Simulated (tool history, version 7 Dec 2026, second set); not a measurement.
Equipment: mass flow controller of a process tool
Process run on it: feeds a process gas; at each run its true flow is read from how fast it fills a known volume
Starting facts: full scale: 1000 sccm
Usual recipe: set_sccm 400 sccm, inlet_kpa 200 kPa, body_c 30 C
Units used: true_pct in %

{"run": 1, "hour": 0.0, "set_sccm": 400, "inlet_kpa": 200, "body_c": 30, "true_pct": 99.3}
{"run": 2, "hour": 53.2, "set_sccm": 400, "inlet_kpa": 200, "body_c": 30, "true_pct": 99.43}
{"run": 3, "hour": 149.6, "set_sccm": 400, "inlet_kpa": 200, "body_c": 30, "true_pct": 99.44}
{"run": 4, "hour": 239.5, "set_sccm": 400, "inlet_kpa": 200, "body_c": 30, "true_pct": 99.34}
{"run": 5, "hour": 334.4, "set_sccm": 400, "inlet_kpa": 200, "body_c": 26, "true_pct": 99.63}
{"run": 6, "hour": 394.5, "set_sccm": 400, "inlet_kpa": 200, "body_c": 34, "true_pct": 99.32}
{"run": 7, "hour": 434.2, "set_sccm": 400, "inlet_kpa": 200, "body_c": 28, "true_pct": 99.69}
{"run": 8, "hour": 517.3, "set_sccm": 400, "inlet_kpa": 200, "body_c": 34, "true_pct": 99.25}
{"run": 9, "hour": 613.5, "set_sccm": 400, "inlet_kpa": 200, "body_c": 34, "true_pct": 99.29}
{"run": 10, "hour": 665.5, "set_sccm": 400, "inlet_kpa": 200, "body_c": 34, "true_pct": 99.23}
{"run": 11, "hour": 754.6, "set_sccm": 400, "inlet_kpa": 200, "body_c": 34, "true_pct": 99.29}
{"run": 12, "hour": 804.5, "set_sccm": 400, "inlet_kpa": 200, "body_c": 34, "true_pct": 99.24}
{"run": 13, "hour": 894.6, "set_sccm": 400, "inlet_kpa": 200, "body_c": 29, "true_pct": 99.68}
{"run": 14, "hour": 954.5, "set_sccm": 400, "inlet_kpa": 200, "body_c": 29, "true_pct": 99.67}
{"run": 15, "hour": 1031.4, "set_sccm": 400, "inlet_kpa": 200, "body_c": 29, "true_pct": 99.69}
{"run": 16, "hour": 1072.4, "set_sccm": 400, "inlet_kpa": 200, "body_c": 29, "true_pct": 99.75}
{"run": 17, "hour": 1153.8, "set_sccm": 400, "inlet_kpa": 200, "body_c": 33, "true_pct": 99.55}
{"run": 18, "hour": 1226.1, "set_sccm": 400, "inlet_kpa": 200, "body_c": 33, "true_pct": 99.48}
{"run": 19, "hour": 1307.1, "set_sccm": 400, "inlet_kpa": 200, "body_c": 33, "true_pct": 99.58}
{"run": 20, "hour": 1348.1, "set_sccm": 400, "inlet_kpa": 207, "body_c": 30, "true_pct": 99.81}
{"run": 21, "hour": 1437.5, "set_sccm": 316, "inlet_kpa": 200, "body_c": 22, "true_pct": 100.13}
{"run": 22, "hour": 1481.9, "set_sccm": 316, "inlet_kpa": 200, "body_c": 22, "true_pct": 100.26}
{"run": 23, "hour": 1568.3, "set_sccm": 316, "inlet_kpa": 200, "body_c": 22, "true_pct": 100.14}
{"run": 24, "hour": 1632.4, "set_sccm": 400, "inlet_kpa": 200, "body_c": 30, "true_pct": 99.9}
{"run": 25, "hour": 1715.9, "set_sccm": 400, "inlet_kpa": 200, "body_c": 30, "true_pct": 99.87}
{"run": 26, "hour": 1795.7, "set_sccm": 312, "inlet_kpa": 197, "body_c": 30, "true_pct": 99.9}
{"run": 27, "hour": 1840.7, "set_sccm": 119, "inlet_kpa": 263, "body_c": 32, "true_pct": 99.81}
{"run": 28, "hour": 1899.3, "set_sccm": 207, "inlet_kpa": 155, "body_c": 25, "true_pct": 99.91}
{"run": 29, "hour": 1950.0, "set_sccm": 207, "inlet_kpa": 155, "body_c": 25, "true_pct": 99.94}
{"run": 30, "hour": 2005.6, "set_sccm": 207, "inlet_kpa": 155, "body_c": 25, "true_pct": 100.04}
{"run": 31, "hour": 2087.8, "set_sccm": 726, "inlet_kpa": 155, "body_c": 33, "true_pct": 99.89}
{"run": 32, "hour": 2165.5, "set_sccm": 726, "inlet_kpa": 155, "body_c": 33, "true_pct": 99.94}
{"run": 33, "hour": 2257.9, "set_sccm": 400, "inlet_kpa": 148, "body_c": 30, "true_pct": 99.78}

What would each run have given without the hidden state, its run-to-run variation left as it was?
The hidden state here: flow at rest that the sensor doesn't see, % of full scale; true flow over the shown one, %; drift of the gauge itself on true_pct, %.
run=1 true_pct=99.3
run=2 true_pct=99.41
run=3 true_pct=99.39
run=4 true_pct=99.26
run=5 true_pct=99.52
run=6 true_pct=99.19
run=7 true_pct=99.54
run=8 true_pct=99.08
run=9 true_pct=99.08
run=10 true_pct=99.01
run=11 true_pct=99.04
run=12 true_pct=98.97
run=13 true_pct=99.38
run=14 true_pct=99.35
run=15 true_pct=99.35
run=16 true_pct=99.39
run=17 true_pct=99.17
run=18 true_pct=99.08
run=19 true_pct=99.15
run=20 true_pct=99.36
run=21 true_pct=99.65
run=22 true_pct=99.76
run=23 true_pct=99.61
run=24 true_pct=99.35
run=25 true_pct=99.3
run=26 true_pct=99.31
run=27 true_pct=99.2
run=28 true_pct=99.28
run=29 true_pct=99.29
run=30 true_pct=99.37
run=31 true_pct=99.2
run=32 true_pct=99.23
run=33 true_pct=99.03

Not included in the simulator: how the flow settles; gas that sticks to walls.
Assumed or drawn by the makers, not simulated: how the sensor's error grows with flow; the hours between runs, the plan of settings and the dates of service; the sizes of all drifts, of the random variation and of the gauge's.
